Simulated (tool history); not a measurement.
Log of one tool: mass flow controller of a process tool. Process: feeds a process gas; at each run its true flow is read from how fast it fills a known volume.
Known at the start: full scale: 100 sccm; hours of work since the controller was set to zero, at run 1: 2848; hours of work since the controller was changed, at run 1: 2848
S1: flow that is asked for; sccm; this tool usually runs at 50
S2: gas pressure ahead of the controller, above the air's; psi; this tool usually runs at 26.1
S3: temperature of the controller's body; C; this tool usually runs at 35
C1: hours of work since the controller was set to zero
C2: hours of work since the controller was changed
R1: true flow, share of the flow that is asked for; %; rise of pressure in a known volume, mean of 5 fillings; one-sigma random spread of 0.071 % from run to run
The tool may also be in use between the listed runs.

run 1 day=0.000 | S1=50 S2=26.1 S3=35 | C1=2848 C2=2848 | R1=100.19
run 2 day=4.712 | S1=50 S2=26.1 S3=35 | C1=2892 C2=2892 | R1=100.22
run 3 day=8.821 | S1=50 S2=26.1 S3=35 | C1=2931 C2=2931 | R1=100.11
run 4 day=16.529 | S1=50 S2=26.1 S3=35 | C1=3004 C2=3004 | R1=100.10
run 5 day=23.167 | S1=50 S2=26.1 S3=35 | C1=3066 C2=3066 | R1=100.17
run 6 day=30.062 | S1=50 S2=26.1 S3=35 | C1=3132 C2=3132 | R1=100.10
run 7 day=37.221 | S1=50 S2=26.1 S3=35 | C1=3199 C2=3199 | R1=99.97
run 8 day=42.133 | S1=50 S2=26.1 S3=35 | C1=3246 C2=3246 | R1=99.98
run 9 day=50.183 | S1=50 S2=26.1 S3=24 | C1=3322 C2=3322 | R1=99.51
run 10 day=56.621 | S1=50 S2=26.1 S3=35 | C1=3382 C2=3382 | R1=100.05
run 11 day=64.646 | S1=50 S2=23.5 S3=35 | C1=3458 C2=3458 | R1=99.94
run 12 day=71.396 | S1=50 S2=23.5 S3=35 | C1=3522 C2=3522 | R1=99.78
run 13 day=78.521 | S1=50 S2=26.1 S3=35 | C1=3589 C2=3589 | R1=99.77
run 14 day=82.150 | S1=50 S2=26.1 S3=35 | C1=3624 C2=3624 | R1=99.84
run 15 day=86.858 | S1=50 S2=26.1 S3=35 | C1=3668 C2=3668 | R1=99.83
run 16 day=91.346 | S1=50 S2=26.1 S3=35 | C1=3710 C2=3710 | R1=99.74
run 17 day=96.458 | S1=50 S2=26.1 S3=35 | C1=3759 C2=3759 | R1=99.64
run 18 day=104.325 | S1=21 S2=35.2 S3=35 | C1=3833 C2=3833 | R1=99.83
run 19 day=108.129 | S1=72 S2=30.7 S3=27 | C1=3869 C2=3869 | R1=99.56
run 20 day=111.646 | S1=72 S2=30.7 S3=27 | C1=3902 C2=3902 | R1=99.47
run 21 day=115.254 | S1=29 S2=24.4 S3=28 | C1=3936 C2=3936 | R1=99.17
run 22 day=119.054 | S1=50 S2=26.1 S3=32 | C1=3972 C2=3972 | R1=99.43
run 23 day=126.796 | S1=59 S2=35.5 S3=26 | C1=4045 C2=4045 | R1=99.30
run 24 day=132.617 | S1=37 S2=31.2 S3=34 | C1=4100 C2=4100 | R1=99.69
run 25 day=139.817 | S1=37 S2=31.2 S3=34 | C1=4168 C2=4168 | R1=99.63
run 26 day=147.146 | S1=32 S2=34.4 S3=31 | C1=4237 C2=4237 | R1=99.54
run 27 day=152.958 | S1=32 S2=34.4 S3=31 | C1=4292 C2=4292 | R1=99.37

For some of the steps in R1 from one run to the next: how much would appear even if the tool had no hidden state, given the settings, what came in and random variation, and how much remains for the hidden state plus any gauge scatter that the measured result and the result without hidden state don't share?
The hidden state here: flow at rest that the sensor doesn't see, % of full scale; true flow over the shown one, %; drift of the gauge itself on true_pct, %.
Run 4 -> 5: nothing adjusted, nothing logged. R1 +0.07 %: hidden state -0.04, all else +0.11.
Run 8 -> 9: S3 35 -> 24. R1 -0.47 %: hidden state -0.04, all else -0.43.
Run 9 -> 10: S3 24 -> 35. R1 +0.54 %: hidden state -0.04, all else +0.58.
Run 17 -> 18: S1 50 -> 21, S2 26.1 -> 35.2. R1 +0.19 %: hidden state -0.05, all else +0.24.
